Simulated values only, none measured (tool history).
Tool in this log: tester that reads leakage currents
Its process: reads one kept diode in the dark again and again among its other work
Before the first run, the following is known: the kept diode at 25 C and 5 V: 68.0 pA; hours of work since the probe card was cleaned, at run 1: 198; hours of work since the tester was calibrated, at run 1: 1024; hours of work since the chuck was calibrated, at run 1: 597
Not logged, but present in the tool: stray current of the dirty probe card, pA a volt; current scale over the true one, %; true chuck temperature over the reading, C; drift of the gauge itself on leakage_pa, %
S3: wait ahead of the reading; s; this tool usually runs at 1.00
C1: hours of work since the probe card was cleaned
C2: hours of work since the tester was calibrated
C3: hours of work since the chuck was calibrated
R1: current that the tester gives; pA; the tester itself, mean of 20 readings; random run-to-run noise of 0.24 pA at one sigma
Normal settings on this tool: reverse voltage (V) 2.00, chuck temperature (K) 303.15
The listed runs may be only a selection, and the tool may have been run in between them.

Run 1, hour 0.0: usual settings; C1 198; C2 1024; C3 597. Result: R1 79.68 pA.
Run 2, hour 35.6: usual settings but S3 1.03 s; C1 217; C2 1043; C3 616. Result: R1 79.81 pA.
Run 3, hour 68.6: usual settings but chuck temperature (K) 300.15; C1 235; C2 1061; C3 633. Result: R1 60.93 pA.
Run 4, hour 100.1: usual settings but chuck temperature (K) 300.15; C1 251; C2 1078; C3 650. Result: R1 61.04 pA.
At hour 106.2: tester calibrated.
Run 5, hour 138.1: usual settings but chuck temperature (K) 300.15; C1 271; C2 17; C3 669. Result: R1 60.90 pA.
Run 6, hour 182.9: usual settings but reverse voltage (V) 2.91; C1 294; C2 41; C3 693. Result: R1 93.63 pA.
Run 7, hour 210.6: usual settings but chuck temperature (K) 309.15; C1 309; C2 56; C3 708. Result: R1 137.37 pA.
Run 8, hour 253.5: usual settings but chuck temperature (K) 323.15; C1 332; C2 78; C3 731. Result: R1 443.79 pA.
Run 9, hour 296.5: usual settings but reverse voltage (V) 4.99, chuck temperature (K) 300.15, S3 1.14 s; C1 355; C2 101; C3 754. Result: R1 88.43 pA.
At hour 311.3: tester calibrated, once more.
Run 10, hour 353.2: usual settings but reverse voltage (V) 2.40, chuck temperature (K) 300.15, S3 1.38 s; C1 384; C2 22; C3 783. Result: R1 65.89 pA.
Run 11, hour 410.2: usual settings but reverse voltage (V) 2.32, chuck temperature (K) 300.15, S3 1.91 s; C1 415; C2 53; C3 813. Result: R1 64.95 pA.
Run 12, hour 463.7: usual settings but reverse voltage (V) 8.70, chuck temperature (K) 300.15, S3 2.36 s; C1 443; C2 81; C3 842. Result: R1 109.85 pA.
Run 13, hour 499.3: usual settings but reverse voltage (V) 13.42, chuck temperature (K) 321.15, S3 6.40 s; C1 462; C2 100; C3 861. Result: R1 776.91 pA.

How the hidden state differs across the entries between the runs, from the last listed run before each to the first after it:
Between runs 4 and 5: tester calibrated (hour 106.2)
  stray current of the dirty probe card, pA a volt: 0.207 -> 0.221; current scale over the true one, %: 0.43 -> 0.73; true chuck temperature over the reading, C: 0.33 -> 0.34
  measured result minus the result with no hidden state, R1: +2.42 -> +2.68 pA
Between runs 9 and 10: tester calibrated, once more (hour 311.3)
  stray current of the dirty probe card, pA a volt: 0.289 -> 0.311; current scale over the true one, %: 0.77 -> 0.04; true chuck temperature over the reading, C: 0.38 -> 0.4
  measured result minus the result with no hidden state, R1: +5.02 -> +3.10 pA

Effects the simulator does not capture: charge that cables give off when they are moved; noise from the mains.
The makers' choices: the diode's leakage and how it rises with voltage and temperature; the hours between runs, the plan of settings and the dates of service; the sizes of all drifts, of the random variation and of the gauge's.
